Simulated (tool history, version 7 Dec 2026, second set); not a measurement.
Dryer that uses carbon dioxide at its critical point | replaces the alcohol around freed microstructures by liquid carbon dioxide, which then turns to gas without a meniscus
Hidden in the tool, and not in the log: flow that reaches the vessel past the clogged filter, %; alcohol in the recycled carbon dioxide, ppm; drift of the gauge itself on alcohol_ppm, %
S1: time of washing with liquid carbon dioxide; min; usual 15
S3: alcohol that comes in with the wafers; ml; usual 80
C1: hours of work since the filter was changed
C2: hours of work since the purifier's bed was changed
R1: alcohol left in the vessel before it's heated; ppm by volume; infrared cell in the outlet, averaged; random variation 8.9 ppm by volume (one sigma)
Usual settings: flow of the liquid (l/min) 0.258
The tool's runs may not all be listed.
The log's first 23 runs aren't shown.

Run 24, hour 164.1: usual settings but flow of the liquid (l/min) 0.434; C1 409; C2 102. Result: R1 32 ppm by volume.
Run 25, hour 170.3: usual settings but S1 14 min; C1 412; C2 105. Result: R1 1334 ppm by volume.
Run 26, hour 177.4: usual settings but S1 14 min; C1 416; C2 109. Result: R1 1341 ppm by volume.
Run 27, hour 186.3: usual settings but S1 18 min; C1 421; C2 114. Result: R1 355 ppm by volume.
Run 28, hour 194.2: usual settings but S1 18 min, flow of the liquid (l/min) 0.166, S3 40 ml; C1 425; C2 118. Result: R1 1689 ppm by volume.
Run 29, hour 201.5: usual settings but S1 23 min, flow of the liquid (l/min) 0.270, S3 34 ml; C1 429; C2 121. Result: R1 36 ppm by volume.
Run 30, hour 205.8: usual settings but S1 13 min, flow of the liquid (l/min) 0.270, S3 75 ml; C1 431; C2 124. Result: R1 1426 ppm by volume.
Run 31, hour 215.4: usual settings but S1 13 min, flow of the liquid (l/min) 0.270, S3 75 ml; C1 436; C2 129. Result: R1 1437 ppm by volume.
Run 32, hour 222.9: usual settings but S1 13 min, flow of the liquid (l/min) 0.270, S3 75 ml; C1 440; C2 133. Result: R1 1458 ppm by volume.
Run 33, hour 231.5: usual settings but S1 13 min, flow of the liquid (l/min) 0.270, S3 75 ml; C1 445; C2 137. Result: R1 1417 ppm by volume.
Run 34, hour 238.3: usual settings but S1 9 min; C1 448; C2 141. Result: R1 7378 ppm by volume.
Run 35, hour 245.1: usual settings but S1 9 min; C1 452; C2 144. Result: R1 7551 ppm by volume.
Run 36, hour 252.0: usual settings but S1 11 min, flow of the liquid (l/min) 0.170; C1 455; C2 148. Result: R1 14627 ppm by volume.
Run 37, hour 256.0: usual settings but S1 19 min, flow of the liquid (l/min) 0.162, S3 79 ml; C1 458; C2 150. Result: R1 3220 ppm by volume.
Run 38, hour 264.4: usual settings but S3 52 ml; C1 462; C2 155. Result: R1 649 ppm by volume.
Run 39, hour 271.9: usual settings but S3 52 ml; C1 466; C2 159. Result: R1 660 ppm by volume.
Run 40, hour 278.4: usual settings but S3 52 ml; C1 469; C2 162. Result: R1 681 ppm by volume.
Run 41, hour 282.5: usual settings but S1 9 min, S3 54 ml; C1 472; C2 164. Result: R1 5275 ppm by volume.
Run 42, hour 286.9: usual settings but S1 9 min, S3 54 ml; C1 474; C2 167. Result: R1 5324 ppm by volume.

Forecast run 43:
Run 43, hour 293.6: usual settings but S1 22 min, flow of the liquid (l/min) 0.427, S3 54 ml; C1 477; C2 170. Result: R1 ?.

Run 43 gave R1 18 ppm by volume.
Without the tool's hidden state the same run would have given R1 4 ppm by volume.
